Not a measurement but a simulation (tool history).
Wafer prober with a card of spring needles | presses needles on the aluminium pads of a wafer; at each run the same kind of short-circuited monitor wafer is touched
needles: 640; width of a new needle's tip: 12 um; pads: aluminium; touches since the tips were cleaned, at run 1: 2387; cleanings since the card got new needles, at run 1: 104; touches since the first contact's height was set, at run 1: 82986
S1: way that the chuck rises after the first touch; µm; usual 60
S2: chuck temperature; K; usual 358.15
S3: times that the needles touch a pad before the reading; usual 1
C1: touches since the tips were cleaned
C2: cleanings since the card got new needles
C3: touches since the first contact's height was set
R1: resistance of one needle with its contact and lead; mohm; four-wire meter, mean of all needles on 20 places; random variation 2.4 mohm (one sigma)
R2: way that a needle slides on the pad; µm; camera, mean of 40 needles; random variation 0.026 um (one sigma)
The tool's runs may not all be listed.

{"run": 1, "hour": 0.0, "S1": 60, "S2": 358.15, "S3": 1, "C1": 2387, "C2": 104, "C3": 82986, "R1": 280, "R2": 8.08}
{"hour": 3.2, "done": "tips cleaned on abrasive film"}
{"hour": 10.9, "done": "tips cleaned on abrasive film"}
{"hour": 18.6, "done": "tips cleaned on abrasive film"}
{"hour": 24.8, "done": "tips cleaned on abrasive film"}
{"hour": 32.6, "done": "tips cleaned on abrasive film"}
{"hour": 38.8, "done": "tips cleaned on abrasive film"}
{"run": 2, "hour": 40.0, "S1": 66, "S2": 358.15, "S3": 1, "C1": 661, "C2": 110, "C3": 104000, "R1": 279, "R2": 8.86}
{"hour": 46.2, "done": "tips cleaned on abrasive film"}
{"hour": 52.4, "done": "tips cleaned on abrasive film"}
{"hour": 60.2, "done": "tips cleaned on abrasive film"}
{"run": 3, "hour": 65.5, "S1": 66, "S2": 358.15, "S3": 1, "C1": 2835, "C2": 113, "C3": 117418, "R1": 280, "R2": 8.87}
{"hour": 67.1, "done": "tips cleaned on abrasive film"}
{"hour": 74.9, "done": "tips cleaned on abrasive film"}
{"hour": 82.6, "done": "tips cleaned on abrasive film"}
{"hour": 88.8, "done": "tips cleaned on abrasive film"}
{"hour": 95.0, "done": "tips cleaned on abrasive film"}
{"hour": 102.8, "done": "tips cleaned on abrasive film"}
{"hour": 110.5, "done": "tips cleaned on abrasive film"}
{"hour": 118.2, "done": "tips cleaned on abrasive film"}
{"run": 4, "hour": 120.8, "S1": 66, "S2": 358.15, "S3": 1, "C1": 1364, "C2": 121, "C3": 146462, "R1": 281, "R2": 8.84}
{"hour": 125.5, "done": "tips cleaned on abrasive film"}
{"hour": 131.7, "done": "tips cleaned on abrasive film"}
{"hour": 137.9, "done": "tips cleaned on abrasive film"}
{"hour": 138.2, "done": "height of the first contact set anew"}
{"hour": 145.9, "done": "tips cleaned on abrasive film"}
{"hour": 152.1, "done": "tips cleaned on abrasive film"}
{"hour": 158.9, "done": "tips cleaned on abrasive film"}
{"run": 5, "hour": 158.9, "S1": 66, "S2": 358.15, "S3": 1, "C1": 0, "C2": 127, "C3": 10854, "R1": 281, "R2": 8.86}
{"hour": 166.6, "done": "tips cleaned on abrasive film"}
{"hour": 172.8, "done": "tips cleaned on abrasive film"}
{"hour": 179.0, "done": "tips cleaned on abrasive film"}
{"run": 6, "hour": 184.6, "S1": 60, "S2": 358.15, "S3": 1, "C1": 2972, "C2": 130, "C3": 24408, "R1": 281, "R2": 8.11}
{"hour": 186.2, "done": "tips cleaned on abrasive film"}
{"hour": 194.0, "done": "tips cleaned on abrasive film"}
{"hour": 201.7, "done": "tips cleaned on abrasive film"}
{"hour": 209.1, "done": "tips cleaned on abrasive film"}
{"run": 7, "hour": 209.1, "S1": 63, "S2": 321.15, "S3": 3, "C1": 0, "C2": 134, "C3": 37265, "R1": 269, "R2": 8.46}
{"hour": 216.9, "done": "tips cleaned on abrasive film"}
{"hour": 223.1, "done": "tips cleaned on abrasive film"}
{"hour": 230.8, "done": "tips cleaned on abrasive film"}
{"hour": 238.5, "done": "tips cleaned on abrasive film"}
{"hour": 246.3, "done": "tips cleaned on abrasive film"}
{"hour": 254.0, "done": "tips cleaned on abrasive film"}
{"run": 8, "hour": 259.0, "S1": 79, "S2": 337.15, "S3": 2, "C1": 2674, "C2": 140, "C3": 63549, "R1": 273, "R2": 10.62}
{"hour": 260.7, "done": "tips cleaned on abrasive film"}
{"hour": 266.9, "done": "tips cleaned on abrasive film"}
{"hour": 273.1, "done": "tips cleaned on abrasive film"}
{"hour": 280.8, "done": "tips cleaned on abrasive film"}
{"hour": 287.0, "done": "tips cleaned on abrasive film"}
{"run": 9, "hour": 288.8, "S1": 60, "S2": 323.15, "S3": 1, "C1": 966, "C2": 145, "C3": 79170, "R1": 271, "R2": 8.06}

Run 10 comes next. What will it give?
{"hour": 293.5, "done": "tips cleaned on abrasive film"}
{"hour": 299.7, "done": "tips cleaned on abrasive film"}
{"hour": 307.5, "done": "tips cleaned on abrasive film"}
{"hour": 315.2, "done": "tips cleaned on abrasive film"}
{"hour": 322.9, "done": "tips cleaned on abrasive film"}
{"hour": 329.1, "done": "tips cleaned on abrasive film"}
{"run": 10, "hour": 330.2, "S1": 55, "S2": 362.15, "S3": 1, "C1": 559, "C2": 151, "C3": 100892, "R1": "?", "R2": "?"}

R1: 285 mohm
R2: 7.43 µm
Without the tool's hidden state the same run would have given R1 285 mohm, R2 7.4 µm.
